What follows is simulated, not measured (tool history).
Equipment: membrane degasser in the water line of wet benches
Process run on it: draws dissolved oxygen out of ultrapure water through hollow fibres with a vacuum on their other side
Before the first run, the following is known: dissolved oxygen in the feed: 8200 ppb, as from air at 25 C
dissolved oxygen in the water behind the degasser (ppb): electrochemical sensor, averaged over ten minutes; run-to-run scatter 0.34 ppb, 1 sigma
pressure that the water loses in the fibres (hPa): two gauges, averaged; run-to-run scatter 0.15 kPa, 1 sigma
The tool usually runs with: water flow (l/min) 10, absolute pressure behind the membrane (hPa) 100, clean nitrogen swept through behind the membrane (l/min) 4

run,day,water flow (l/min),absolute pressure behind the membrane (hPa),clean nitrogen swept through behind the membrane (l/min),dissolved oxygen in the water behind the degasser (ppb),pressure that the water loses in the fibres (hPa)
1,0,10,100,4,47.9,278.9
# day 6.558: seals of the vacuum lines changed
2,6.808,10,100,4,47.2,280.6
3,17.088,10,100,4,47.3,277.4
4,29.25,10,100,4,47.1,280.5
5,41.217,10,100,4,47.4,277.7
6,53.667,10,100,4,48.1,277.9
7,64.142,10,100,4,47.6,280.4
8,75.554,10,100,4,47.8,278.8
9,82.954,10,100,4,47.4,279.9
10,89.029,10,100,4,47,279
11,101.458,10,100,4,47.8,278.5
12,113.208,10,100,4,47.2,278.9
# day 117.021: vacuum gauge calibrated
13,125.254,10,100,4,47.5,277.1
14,131.129,10,100,4.32,44.4,278
15,143.425,10,100,4,46.8,279
16,154.875,10,96,4,44.9,276.8
17,160.875,10,100,4,47.5,279.1
18,167.488,7,70,4,16.9,193.9
19,175.958,7,221,4,83.5,197.1
20,186.367,10,155,2.72,116.7,275.3
21,196.854,10,155,2.72,115.5,276.1
22,204.129,10,155,1.78,170.6,278.4
23,216.483,10,155,1.78,172.8,278.5
24,228.129,16,234,1.69,476.3,447.3
25,235.029,16,234,1.69,474.6,447.3
26,242.038,10,234,1.69,285.3,280.1
27,248.525,11,77,1.69,79.5,306.7
28,257.217,9,162,6.44,48.8,252.8
29,268.721,13,100,3.16,88.6,362.5
30,274.625,15,96,11.25,60.5,417.5
31,281.671,11,62,10.18,17.3,308.3
32,288.375,11,62,10.18,17.3,306.3
# day 294.554: seals of the vacuum lines changed
# day 300.121: vacuum gauge calibrated
33,300.121,11,62,10.18,17.4,306.2

Each row is a separate what-if for the run after 33, all from the same tool condition, not one after another. Results?
A,305.379,11,62,7.26,?,?
B,305.379,8,112,4.84,?,?
C,305.379,13,175,3.47,?,?

run,dissolved oxygen in the water behind the degasser (ppb),pressure that the water loses in the fibres (hPa)
A,20.3,306.6
B,34.5,222.6
C,149.5,360.5
Without the tool's hidden state the same runs would have given:
run,dissolved oxygen in the water behind the degasser (ppb),pressure that the water loses in the fibres (hPa)
A,20.3,306.4
B,34.5,222.4
C,149.4,360.2
